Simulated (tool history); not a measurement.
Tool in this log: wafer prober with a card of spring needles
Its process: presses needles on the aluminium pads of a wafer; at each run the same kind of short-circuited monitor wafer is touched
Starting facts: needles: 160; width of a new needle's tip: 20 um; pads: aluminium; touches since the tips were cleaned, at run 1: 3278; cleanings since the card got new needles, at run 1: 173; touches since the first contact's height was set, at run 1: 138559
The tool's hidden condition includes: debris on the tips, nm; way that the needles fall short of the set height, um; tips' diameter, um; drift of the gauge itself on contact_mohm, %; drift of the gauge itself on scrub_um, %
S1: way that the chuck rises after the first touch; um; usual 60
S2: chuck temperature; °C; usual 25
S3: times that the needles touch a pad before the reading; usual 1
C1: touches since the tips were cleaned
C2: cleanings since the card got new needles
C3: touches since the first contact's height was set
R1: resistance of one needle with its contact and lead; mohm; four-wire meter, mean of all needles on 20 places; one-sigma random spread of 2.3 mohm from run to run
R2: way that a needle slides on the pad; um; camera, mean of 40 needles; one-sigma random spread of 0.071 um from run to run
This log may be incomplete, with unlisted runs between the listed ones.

run	hour	S1	S2	S3	C1	C2	C3	R1	R2
1	0.0	60	25	1	3278	173	138559	417	10.03
# hour 9.5: tips cleaned on abrasive film
# hour 22.2: tips cleaned on abrasive film
# hour 34.9: tips cleaned on abrasive film
# hour 47.6: tips cleaned on abrasive film
# hour 60.2: tips cleaned on abrasive film
# hour 73.4: tips cleaned on abrasive film
2	73.4	60	25	1	0	179	186758	292	9.94
# hour 86.1: tips cleaned on abrasive film
# hour 95.8: height of the first contact set anew
# hour 99.0: tips cleaned on abrasive film
# hour 111.7: tips cleaned on abrasive film
# hour 127.5: tips cleaned on abrasive film
# hour 143.4: tips cleaned on abrasive film
3	150.1	60	25	1	4448	184	35667	485	10.23
# hour 156.5: tips cleaned on abrasive film
# hour 169.1: tips cleaned on abrasive film
# hour 185.0: tips cleaned on abrasive film
# hour 197.6: tips cleaned on abrasive film
# hour 210.3: tips cleaned on abrasive film
# hour 223.0: tips cleaned on abrasive film
4	228.3	60	33	1	3543	190	87084	465	10.21
# hour 237.9: tips cleaned on abrasive film
# hour 250.5: tips cleaned on abrasive film
# hour 266.4: tips cleaned on abrasive film
5	268.7	48	25	1	1529	193	113589	479	7.95
# hour 281.3: tips cleaned on abrasive film
# hour 294.0: tips cleaned on abrasive film
# hour 306.7: tips cleaned on abrasive film
6	310.8	60	38	1	2702	196	141267	432	9.97
# hour 320.3: tips cleaned on abrasive film
# hour 333.0: tips cleaned on abrasive film
# hour 345.7: tips cleaned on abrasive film
7	353.4	60	38	1	5157	199	169319	494	9.94
# hour 359.8: tips cleaned on abrasive film
# hour 372.5: tips cleaned on abrasive film
# hour 385.2: tips cleaned on abrasive film
8	396.1	60	45	1	7234	202	197366	539	10.06
# hour 399.3: tips cleaned on abrasive film
# hour 402.8: height of the first contact set anew
# hour 412.3: tips cleaned on abrasive film
# hour 428.1: tips cleaned on abrasive film
9	430.7	60	45	1	1680	205	18330	402	10.40
# hour 443.3: tips cleaned on abrasive film
# hour 456.0: tips cleaned on abrasive film
# hour 468.7: tips cleaned on abrasive film
# hour 481.4: tips cleaned on abrasive film, once more
# hour 494.0: tips cleaned on abrasive film
10	505.0	74	31	2	7252	210	67207	367	12.58
# hour 508.2: tips cleaned on abrasive film
# hour 520.9: tips cleaned on abrasive film
# hour 536.7: tips cleaned on abrasive film
# hour 549.4: tips cleaned on abrasive film
# hour 562.1: tips cleaned on abrasive film
11	562.1	74	48	2	0	215	104693	276	12.46
# hour 577.9: tips cleaned on abrasive film
# hour 590.6: tips cleaned on abrasive film
# hour 603.2: tips cleaned on abrasive film
# hour 615.9: tips cleaned on abrasive film
# hour 628.6: tips cleaned on abrasive film
# hour 642.6: tips cleaned on abrasive film
12	642.6	60	42	1	0	221	157563	280	10.09
# hour 658.4: tips cleaned on abrasive film
# hour 671.1: tips cleaned on abrasive film
# hour 683.7: tips cleaned on abrasive film
# hour 696.4: tips cleaned on abrasive film
# hour 709.1: tips cleaned on abrasive film
# hour 709.4: height of the first contact set anew
13	710.0	60	42	1	388	226	388	323	10.42
# hour 722.6: tips cleaned on abrasive film
# hour 735.3: tips cleaned on abrasive film
# hour 748.0: tips cleaned on abrasive film
# hour 763.8: tips cleaned on abrasive film
# hour 779.6: tips cleaned on abrasive film
14	788.2	60	42	1	5702	231	51876	510	10.31
# hour 794.6: tips cleaned on abrasive film
# hour 807.3: tips cleaned on abrasive film
# hour 820.0: tips cleaned on abrasive film
# hour 832.6: tips cleaned on abrasive film
# hour 845.3: tips cleaned on abrasive film
# hour 858.0: tips cleaned on abrasive film
15	864.7	48	25	2	4474	237	102138	506	8.14
# hour 871.1: tips cleaned on abrasive film
# hour 883.8: tips cleaned on abrasive film
# hour 896.5: tips cleaned on abrasive film
16	897.4	48	25	2	588	240	123539	349	8.04
# hour 910.0: tips cleaned on abrasive film
# hour 922.7: tips cleaned on abrasive film
# hour 935.4: tips cleaned on abrasive film
# hour 948.1: tips cleaned on abrasive film
# hour 960.7: tips cleaned on abrasive film
17	964.4	48	25	2	2438	245	167604	434	7.90
# hour 974.0: tips cleaned on abrasive film
# hour 989.8: tips cleaned on abrasive film
18	1001.8	77	42	1	7940	247	192195	470	12.63

A few steps of R1 between consecutive runs. Split each: what settings, incoming material and random variation would produce without the hidden state, and what is left over for the hidden state, along with gauge scatter present in only one of the two compared results (measured, and without hidden state):
Run 2 -> 3: tips cleaned on abrasive film, height of the first contact set anew, tips cleaned on abrasive film, tips cleaned on abrasive film, tips cleaned on abrasive film, tips cleaned on abrasive film. R1 +193 mohm: hidden state +193, all else +0.

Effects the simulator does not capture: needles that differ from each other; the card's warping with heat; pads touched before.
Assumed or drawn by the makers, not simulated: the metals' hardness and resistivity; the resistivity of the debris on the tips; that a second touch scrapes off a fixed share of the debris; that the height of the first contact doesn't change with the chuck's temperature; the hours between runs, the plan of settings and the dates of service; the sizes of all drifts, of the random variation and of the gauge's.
